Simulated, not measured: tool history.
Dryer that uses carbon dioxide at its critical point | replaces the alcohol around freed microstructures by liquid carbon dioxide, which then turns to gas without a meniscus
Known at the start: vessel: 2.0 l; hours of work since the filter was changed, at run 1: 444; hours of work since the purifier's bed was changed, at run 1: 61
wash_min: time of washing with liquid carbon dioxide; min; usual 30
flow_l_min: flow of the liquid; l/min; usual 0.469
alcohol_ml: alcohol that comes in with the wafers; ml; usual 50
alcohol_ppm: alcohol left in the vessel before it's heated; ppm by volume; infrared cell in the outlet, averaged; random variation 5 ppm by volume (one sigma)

| run | hour | wash_min | flow_l_min | alcohol_ml | hours of work since the filter was changed | hours of work since the purifier's bed was changed | alcohol_ppm |
|---|---|---|---|---|---|---|---|
| 1 | 0.0 | 30 | 0.469 | 50 | 444 | 61 | 63 |
| 2 | 30.3 | 30 | 0.469 | 50 | 465 | 81 | 73 |
| 3 | 46.5 | 28 | 0.469 | 50 | 476 | 92 | 86 |
| 4 | 76.8 | 28 | 0.469 | 24 | 496 | 113 | 59 |
|  | 96.0 | inlet filter changed |
| 5 | 96.3 | 28 | 0.469 | 24 | 0 | 125 | 31 |
| 6 | 120.5 | 28 | 0.469 | 24 | 17 | 142 | 45 |
| 7 | 147.5 | 28 | 0.469 | 24 | 35 | 160 | 45 |
| 8 | 180.2 | 30 | 0.469 | 50 | 57 | 182 | 50 |
| 9 | 200.6 | 30 | 0.477 | 50 | 71 | 196 | 56 |
| 10 | 230.8 | 30 | 0.477 | 50 | 91 | 216 | 58 |
| 11 | 248.6 | 42 | 0.302 | 80 | 103 | 228 | 131 |
| 12 | 270.6 | 44 | 0.469 | 50 | 118 | 243 | 31 |
| 13 | 292.4 | 44 | 0.469 | 50 | 133 | 258 | 34 |
| 14 | 326.1 | 21 | 0.325 | 99 | 156 | 281 | 2093 |
| 15 | 341.0 | 25 | 0.579 | 40 | 166 | 291 | 63 |
| 16 | 374.4 | 31 | 0.703 | 29 | 188 | 313 | 44 |
| 17 | 395.1 | 48 | 0.469 | 50 | 202 | 327 | 44 |
| 18 | 413.9 | 26 | 0.356 | 50 | 215 | 340 | 388 |
| 19 | 434.0 | 19 | 0.474 | 26 | 229 | 354 | 252 |
| 20 | 460.9 | 41 | 0.469 | 50 | 247 | 372 | 47 |

Forecast each of these 3 alternatives for the next run:
| A | 484.6 | 31 | 0.695 | 50 | 263 | 388 | ? |
| B | 484.6 | 20 | 0.562 | 50 | 263 | 388 | ? |
| C | 484.6 | 41 | 0.469 | 88 | 263 | 388 | ? |

| run | alcohol_ppm |
|---|---|
| A | 51 |
| B | 196 |
| C | 50 |
Without the tool's hidden state the same runs would have given:
| run | alcohol_ppm |
|---|---|
| A | 13 |
| B | 113 |
| C | 8 |
